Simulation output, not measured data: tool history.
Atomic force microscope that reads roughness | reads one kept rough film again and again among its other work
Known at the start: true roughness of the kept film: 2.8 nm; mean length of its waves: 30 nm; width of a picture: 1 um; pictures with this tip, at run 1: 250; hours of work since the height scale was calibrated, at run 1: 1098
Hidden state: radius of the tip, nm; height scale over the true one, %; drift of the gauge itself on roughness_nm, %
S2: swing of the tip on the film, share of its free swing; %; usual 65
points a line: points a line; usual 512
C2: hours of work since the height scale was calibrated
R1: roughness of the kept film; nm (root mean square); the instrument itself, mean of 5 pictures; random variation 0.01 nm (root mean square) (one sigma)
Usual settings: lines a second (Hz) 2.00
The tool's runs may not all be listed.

run 1 day=0.000 | lines_a_second_(Hz)=2.00 S2=65 points_a_line=512 | pictures_with_this_tip=250 C2=1098 | R1=2.312
run 2 day=2.500 | lines_a_second_(Hz)=1.56 S2=65 points_a_line=512 | pictures_with_this_tip=330 C2=1131 | R1=2.257
-- day=4.017 new tip fitted
run 3 day=4.654 | lines_a_second_(Hz)=2.00 S2=65 points_a_line=512 | pictures_with_this_tip=20 C2=1160 | R1=2.421
run 4 day=6.196 | lines_a_second_(Hz)=2.00 S2=65 points_a_line=512 | pictures_with_this_tip=70 C2=1180 | R1=2.397
run 5 day=9.629 | lines_a_second_(Hz)=2.00 S2=65 points_a_line=512 | pictures_with_this_tip=180 C2=1225 | R1=2.323
run 6 day=11.317 | lines_a_second_(Hz)=2.00 S2=65 points_a_line=512 | pictures_with_this_tip=234 C2=1248 | R1=2.298
run 7 day=14.458 | lines_a_second_(Hz)=2.00 S2=65 points_a_line=512 | pictures_with_this_tip=335 C2=1289 | R1=2.239
-- day=16.062 new tip fitted
run 8 day=17.508 | lines_a_second_(Hz)=2.00 S2=65 points_a_line=512 | pictures_with_this_tip=47 C2=1329 | R1=2.424
run 9 day=20.621 | lines_a_second_(Hz)=2.00 S2=65 points_a_line=512 | pictures_with_this_tip=146 C2=1370 | R1=2.357
run 10 day=23.621 | lines_a_second_(Hz)=2.00 S2=65 points_a_line=512 | pictures_with_this_tip=243 C2=1410 | R1=2.285
-- day=26.304 height scale calibrated on a step standard
run 11 day=26.512 | lines_a_second_(Hz)=2.13 S2=65 points_a_line=512 | pictures_with_this_tip=334 C2=3 | R1=2.166
-- day=27.900 new tip fitted
run 12 day=29.033 | lines_a_second_(Hz)=1.40 S2=78 points_a_line=582 | pictures_with_this_tip=36 C2=36 | R1=2.313
run 13 day=30.692 | lines_a_second_(Hz)=2.98 S2=81 points_a_line=629 | pictures_with_this_tip=89 C2=58 | R1=2.002
run 14 day=33.583 | lines_a_second_(Hz)=2.00 S2=72 points_a_line=361 | pictures_with_this_tip=182 C2=96 | R1=2.178
run 15 day=35.650 | lines_a_second_(Hz)=1.81 S2=73 points_a_line=444 | pictures_with_this_tip=248 C2=123 | R1=2.178
run 16 day=37.129 | lines_a_second_(Hz)=1.38 S2=65 points_a_line=512 | pictures_with_this_tip=296 C2=143 | R1=2.246
-- day=39.917 new tip fitted
run 17 day=39.996 | lines_a_second_(Hz)=2.00 S2=59 points_a_line=675 | pictures_with_this_tip=2 C2=180 | R1=2.454
run 18 day=42.383 | lines_a_second_(Hz)=3.35 S2=79 points_a_line=258 | pictures_with_this_tip=79 C2=212 | R1=1.981
run 19 day=45.942 | lines_a_second_(Hz)=0.69 S2=80 points_a_line=257 | pictures_with_this_tip=193 C2=259 | R1=2.285
run 20 day=47.558 | lines_a_second_(Hz)=2.77 S2=84 points_a_line=257 | pictures_with_this_tip=245 C2=280 | R1=1.879
run 21 day=49.346 | lines_a_second_(Hz)=2.77 S2=84 points_a_line=257 | pictures_with_this_tip=302 C2=304 | R1=1.846

5 ways to go on from here, each from the tool as it stands after run 21. What would each give?
-- day=51.788 new tip fitted
run A day=52.742 | lines_a_second_(Hz)=1.80 S2=78 points_a_line=272 | pictures_with_this_tip=31 C2=348 | R1=?
-- day=51.788 new tip fitted
run B day=52.742 | lines_a_second_(Hz)=0.69 S2=82 points_a_line=995 | pictures_with_this_tip=31 C2=348 | R1=?
-- day=51.788 new tip fitted
run C day=52.742 | lines_a_second_(Hz)=1.88 S2=84 points_a_line=810 | pictures_with_this_tip=31 C2=348 | R1=?
-- day=51.788 new tip fitted
run D day=52.742 | lines_a_second_(Hz)=0.90 S2=75 points_a_line=992 | pictures_with_this_tip=31 C2=348 | R1=?
-- day=51.788 new tip fitted
run E day=52.742 | lines_a_second_(Hz)=2.00 S2=65 points_a_line=375 | pictures_with_this_tip=31 C2=348 | R1=?

run=A R1=2.236
run=B R1=2.407
run=C R1=2.194
run=D R1=2.423
run=E R1=2.366
Without the tool's hidden state the same runs would have given:
run=A R1=2.249
run=B R1=2.421
run=C R1=2.206
run=D R1=2.437
run=E R1=2.380
